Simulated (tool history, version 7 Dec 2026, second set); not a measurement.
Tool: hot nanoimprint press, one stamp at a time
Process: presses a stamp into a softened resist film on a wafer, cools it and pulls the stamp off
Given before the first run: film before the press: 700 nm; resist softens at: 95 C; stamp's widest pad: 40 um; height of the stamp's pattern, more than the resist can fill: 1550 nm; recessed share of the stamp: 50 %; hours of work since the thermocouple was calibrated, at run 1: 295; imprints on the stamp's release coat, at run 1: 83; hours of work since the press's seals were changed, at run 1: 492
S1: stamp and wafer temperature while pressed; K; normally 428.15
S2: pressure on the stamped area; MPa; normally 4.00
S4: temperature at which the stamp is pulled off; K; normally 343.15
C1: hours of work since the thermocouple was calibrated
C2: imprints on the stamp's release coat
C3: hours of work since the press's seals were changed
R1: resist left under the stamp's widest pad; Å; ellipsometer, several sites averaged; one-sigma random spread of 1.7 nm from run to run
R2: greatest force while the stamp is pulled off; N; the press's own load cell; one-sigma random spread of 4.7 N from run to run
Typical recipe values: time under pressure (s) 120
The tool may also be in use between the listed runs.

{"run": 1, "hour": 0.0, "S1": 428.15, "S2": 4.0, "time under pressure (s)": 120, "S4": 343.15, "C1": 295, "C2": 83, "C3": 492, "R1": 2648, "R2": 219}
{"run": 2, "hour": 39.8, "S1": 428.15, "S2": 4.0, "time under pressure (s)": 120, "S4": 343.15, "C1": 314, "C2": 191, "C3": 511, "R1": 2651, "R2": 237}
{"run": 3, "hour": 83.0, "S1": 428.15, "S2": 4.0, "time under pressure (s)": 120, "S4": 343.15, "C1": 334, "C2": 309, "C3": 531, "R1": 2626, "R2": 235}
{"run": 4, "hour": 147.5, "S1": 428.15, "S2": 4.0, "time under pressure (s)": 120, "S4": 343.15, "C1": 363, "C2": 485, "C3": 560, "R1": 2624, "R2": 227}
{"run": 5, "hour": 213.4, "S1": 439.15, "S2": 4.0, "time under pressure (s)": 120, "S4": 343.15, "C1": 394, "C2": 665, "C3": 591, "R1": 1758, "R2": 230}
{"run": 6, "hour": 277.7, "S1": 439.15, "S2": 4.0, "time under pressure (s)": 120, "S4": 343.15, "C1": 423, "C2": 841, "C3": 620, "R1": 1765, "R2": 232}
{"run": 7, "hour": 314.1, "S1": 439.15, "S2": 4.0, "time under pressure (s)": 120, "S4": 343.15, "C1": 440, "C2": 940, "C3": 637, "R1": 1762, "R2": 236}
{"run": 8, "hour": 382.8, "S1": 428.15, "S2": 4.0, "time under pressure (s)": 120, "S4": 343.15, "C1": 471, "C2": 1127, "C3": 668, "R1": 2648, "R2": 237}
{"hour": 411.4, "done": "plate thermocouple calibrated"}
{"run": 9, "hour": 457.7, "S1": 428.15, "S2": 4.0, "time under pressure (s)": 120, "S4": 343.15, "C1": 21, "C2": 1323, "C3": 702, "R1": 2667, "R2": 228}
{"run": 10, "hour": 512.7, "S1": 428.15, "S2": 4.71, "time under pressure (s)": 132, "S4": 329.15, "C1": 47, "C2": 1473, "C3": 727, "R1": 2331, "R2": 286}
{"hour": 570.4, "done": "stamp cleaned and given a new release coat"}
{"run": 11, "hour": 570.4, "S1": 428.15, "S2": 4.71, "time under pressure (s)": 132, "S4": 329.15, "C1": 70, "C2": 0, "C3": 751, "R1": 2348, "R2": 277}
{"run": 12, "hour": 612.2, "S1": 428.15, "S2": 4.71, "time under pressure (s)": 132, "S4": 329.15, "C1": 90, "C2": 115, "C3": 770, "R1": 2335, "R2": 279}
{"run": 13, "hour": 656.7, "S1": 428.15, "S2": 5.19, "time under pressure (s)": 65, "S4": 343.15, "C1": 110, "C2": 236, "C3": 790, "R1": 2920, "R2": 225}
{"run": 14, "hour": 736.7, "S1": 428.15, "S2": 5.19, "time under pressure (s)": 65, "S4": 343.15, "C1": 147, "C2": 454, "C3": 827, "R1": 2918, "R2": 228}

Forecast run 15:
{"run": 15, "hour": 778.9, "S1": 428.15, "S2": 5.19, "time under pressure (s)": 65, "S4": 343.15, "C1": 166, "C2": 569, "C3": 847, "R1": "?", "R2": "?"}

R1: 2923 Å
R2: 241 N
Were there no unlogged condition in the tool, this run, its random variation unchanged, would have produced R1 2919 Å, R2 241 N.

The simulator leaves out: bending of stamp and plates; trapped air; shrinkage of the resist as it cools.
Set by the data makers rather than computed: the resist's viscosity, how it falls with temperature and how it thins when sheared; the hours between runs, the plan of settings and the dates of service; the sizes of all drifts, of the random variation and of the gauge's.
